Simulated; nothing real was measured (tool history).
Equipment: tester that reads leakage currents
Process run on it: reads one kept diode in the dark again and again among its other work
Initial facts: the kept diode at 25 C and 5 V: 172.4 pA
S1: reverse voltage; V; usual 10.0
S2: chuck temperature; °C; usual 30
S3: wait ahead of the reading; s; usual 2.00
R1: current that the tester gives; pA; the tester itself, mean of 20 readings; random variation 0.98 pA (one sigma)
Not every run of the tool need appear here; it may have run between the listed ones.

run    hour    S1  S2    S3       R1
  1     0.0  10.0  30  2.00   325.80
  2    76.6  10.0  30  2.00   328.12
  3   147.4  10.0  30  2.00   326.75
  4   200.1  10.0  30  2.00   326.39
  5   284.9  10.0  30  2.00   326.35
  6   357.2   2.1  30  2.00   203.26
  7   411.0  10.0  30  3.31   325.78
  8   454.0  10.0  30  2.00   329.05
  9   509.6  10.0  30  2.00   327.68
 10   591.4  10.0  30  2.00   325.58
 11   669.0  10.0  30  0.78   329.45
 12   715.1   1.8  30  0.78   193.97
 13   766.1   1.8  30  0.78   193.51
 14   822.4   7.0  38  0.78   558.74
 15   886.9   7.0  38  1.15   560.18
 16   968.8  10.0  22  5.58   164.64
 17  1029.8  10.2  43  0.35   927.20
 18  1079.4  10.2  43  0.35   928.24
 19  1151.7  10.2  57  1.19  2543.64
 20  1231.8  12.8  53  1.19  2076.98
 21  1309.4   1.3  24  0.86   105.30
 22  1378.0   1.5  27  1.33   141.41
 23  1450.6  16.7  37  2.00   672.71
 24  1526.1  16.7  37  2.00   674.65

Not shown here: 2 entries made in the log between runs. Locate each between two listed runs and compare the hidden state at the listed run before it with the hidden state at the listed run after it:
Runs 20 to 21: chuck's temperature calibrated (hour 1270.0)
  true chuck temperature over the reading, C: 0.02 -> 0
  measured result minus the result with no hidden state, R1: +4.20 -> +0.04 pA
Runs 22 to 23: probe card cleaned and baked (hour 1400.7)
  stray current of the dirty probe card, pA a volt: 0.044 -> 0.02
  measured result minus the result with no hidden state, R1: +0.05 -> +0.10 pA
